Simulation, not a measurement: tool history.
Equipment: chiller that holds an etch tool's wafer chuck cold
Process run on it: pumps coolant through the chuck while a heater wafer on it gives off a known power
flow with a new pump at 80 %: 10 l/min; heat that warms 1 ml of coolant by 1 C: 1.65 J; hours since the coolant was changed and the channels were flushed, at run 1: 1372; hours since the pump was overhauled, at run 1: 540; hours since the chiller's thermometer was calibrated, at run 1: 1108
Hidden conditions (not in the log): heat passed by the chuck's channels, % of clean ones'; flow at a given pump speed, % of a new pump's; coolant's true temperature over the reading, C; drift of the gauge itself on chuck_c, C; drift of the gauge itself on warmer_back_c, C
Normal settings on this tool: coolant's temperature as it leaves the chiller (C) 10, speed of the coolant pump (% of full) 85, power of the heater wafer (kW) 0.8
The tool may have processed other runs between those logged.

| run | hour | coolant's temperature as it leaves the chiller (C) | speed of the coolant pump (% of full) | power of the heater wafer (kW) | hours since the coolant was changed and the channels were flushed | hours since the pump was overhauled | hours since the chiller's thermometer was calibrated | chuck's temperature once it has settled (C) | how much warmer the coolant comes back (C) |
|---|---|---|---|---|---|---|---|---|---|
| 1 | 0 | 10 | 85 | 0.8 | 1372 | 540 | 1108 | 17.25 | 2.71 |
| 2 | 42.3 | 10 | 85 | 0.882 | 1414 | 583 | 1150 | 18.09 | 3 |
| 3 | 104.2 | 10 | 85 | 0.882 | 1476 | 644 | 1212 | 18.02 | 3 |
| 4 | 144.2 | 10 | 85 | 0.882 | 1516 | 685 | 1252 | 17.99 | 3 |
| 5 | 203.5 | 10 | 85 | 0.882 | 1576 | 744 | 1311 | 17.96 | 3.01 |
| 6 | 272.7 | 10 | 85 | 0.882 | 1645 | 813 | 1380 | 18.15 | 3.03 |
| 7 | 348.9 | 10 | 85 | 0.882 | 1721 | 889 | 1457 | 18.17 | 2.99 |
| 8 | 394.3 | 10 | 85 | 0.882 | 1766 | 935 | 1502 | 18.04 | 3.02 |
| 9 | 457.6 | 10 | 85 | 0.882 | 1830 | 998 | 1565 | 18.07 | 3.01 |
| 10 | 503.5 | 10 | 85 | 0.882 | 1876 | 1044 | 1611 | 18.08 | 3 |
| 11 | 544.2 | 10 | 85 | 1.037 | 1916 | 1084 | 1652 | 19.44 | 3.53 |
| 12 | 609.8 | 12 | 85 | 0.546 | 1982 | 1150 | 1718 | 16.92 | 1.86 |
| 13 | 683 | 12 | 61 | 0.546 | 2055 | 1223 | 1791 | 19.03 | 2.71 |
| 14 | 719.6 | 10 | 78 | 0.552 | 2092 | 1260 | 1827 | 15.51 | 2.08 |
| 15 | 753.9 | 16 | 99 | 0.804 | 2126 | 1294 | 1862 | 22.35 | 2.33 |
| 16 | 835.8 | 16 | 99 | 0.804 | 2208 | 1376 | 1944 | 22.39 | 2.33 |
| 17 | 899.4 | 15 | 64 | 0.405 | 2271 | 1440 | 2007 | 19.84 | 1.91 |
| 18 | 937.1 | 19 | 89 | 0.405 | 2309 | 1477 | 2045 | 22.51 | 1.32 |
| 19 | 1021.3 | 3 | 90 | 0.621 | 2393 | 1562 | 2129 | 8.49 | 2 |
| 20 | 1057.8 | 19 | 98 | 0.8 | 2430 | 1598 | 2166 | 25.52 | 2.36 |
| 21 | 1106.9 | 3 | 78 | 1.102 | 2479 | 1647 | 2215 | 14.13 | 4.16 |

Same runs, no hidden state in the tool, same run-to-run variation:
| run | chuck's temperature once it has settled (C) | how much warmer the coolant comes back (C) |
|---|---|---|
| 1 | 17.08 | 2.71 |
| 2 | 17.89 | 3 |
| 3 | 17.82 | 2.99 |
| 4 | 17.78 | 3 |
| 5 | 17.74 | 3 |
| 6 | 17.93 | 3.02 |
| 7 | 17.94 | 2.97 |
| 8 | 17.8 | 3.01 |
| 9 | 17.83 | 2.99 |
| 10 | 17.84 | 2.98 |
| 11 | 19.12 | 3.5 |
| 12 | 16.81 | 1.85 |
| 13 | 18.83 | 2.69 |
| 14 | 15.38 | 2.06 |
| 15 | 22.17 | 2.31 |
| 16 | 22.2 | 2.31 |
| 17 | 19.74 | 1.89 |
| 18 | 22.49 | 1.31 |
| 19 | 8.35 | 1.98 |
| 20 | 25.31 | 2.34 |
| 21 | 13.62 | 4.11 |

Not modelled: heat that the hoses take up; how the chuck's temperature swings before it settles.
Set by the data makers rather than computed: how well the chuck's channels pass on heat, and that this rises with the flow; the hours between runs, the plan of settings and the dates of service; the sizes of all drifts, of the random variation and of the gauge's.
